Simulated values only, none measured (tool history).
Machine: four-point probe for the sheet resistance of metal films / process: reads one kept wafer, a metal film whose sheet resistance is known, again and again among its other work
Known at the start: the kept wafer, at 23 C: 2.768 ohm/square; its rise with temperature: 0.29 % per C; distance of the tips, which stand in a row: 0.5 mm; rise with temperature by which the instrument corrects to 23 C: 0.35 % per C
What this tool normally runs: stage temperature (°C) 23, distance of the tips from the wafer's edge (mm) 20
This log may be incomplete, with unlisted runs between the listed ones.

run,hour,stage temperature (°C),distance of the tips from the wafer's edge (mm),sheet resistance as the instrument gives it (ohm/square)
1,0.0,23,20,2.790066
2,18.9,23,20,2.788422
3,29.4,23,20,2.789419
4,46.3,23,20,2.788628
5,60.2,23,20,2.788988
6,77.4,19,20,2.794766
7,95.5,19,20,2.795654
8,114.1,19,25,2.795513
9,127.2,21,20,2.792243
10,144.2,21,20,2.791845
11,156.0,23,4,2.811942
12,165.2,29,20,2.780332
13,184.1,29,20,2.781719
14,198.3,29,20,2.780918
15,207.5,29,20,2.780890
16,222.7,29,20,2.781638
17,239.2,29,20,2.782167
18,249.2,23,16,2.791584
19,260.2,25,16,2.788741
20,276.7,23,15,2.791349
21,293.0,23,15,2.791480
22,302.1,23,15,2.790922
23,310.6,23,15,2.791296
24,318.6,30,7,2.786554
25,329.6,20,8,2.801770
26,343.6,23,17,2.791900
27,358.9,18,32,2.798627
28,375.4,20,46,2.795701
29,392.2,20,5,2.809898
30,407.6,20,5,2.810098
31,424.8,20,23,2.795185
32,441.5,29,23,2.782330

What does the tool deliver on the next run?
33,458.0,25,63,?

Run 33 yielded sheet resistance as the instrument gives it (ohm/square) 2.787525.
Take away the tool's hidden state, keep the run-to-run variation as it was, and the same run would have given sheet resistance as the instrument gives it (ohm/square) 2.764702.
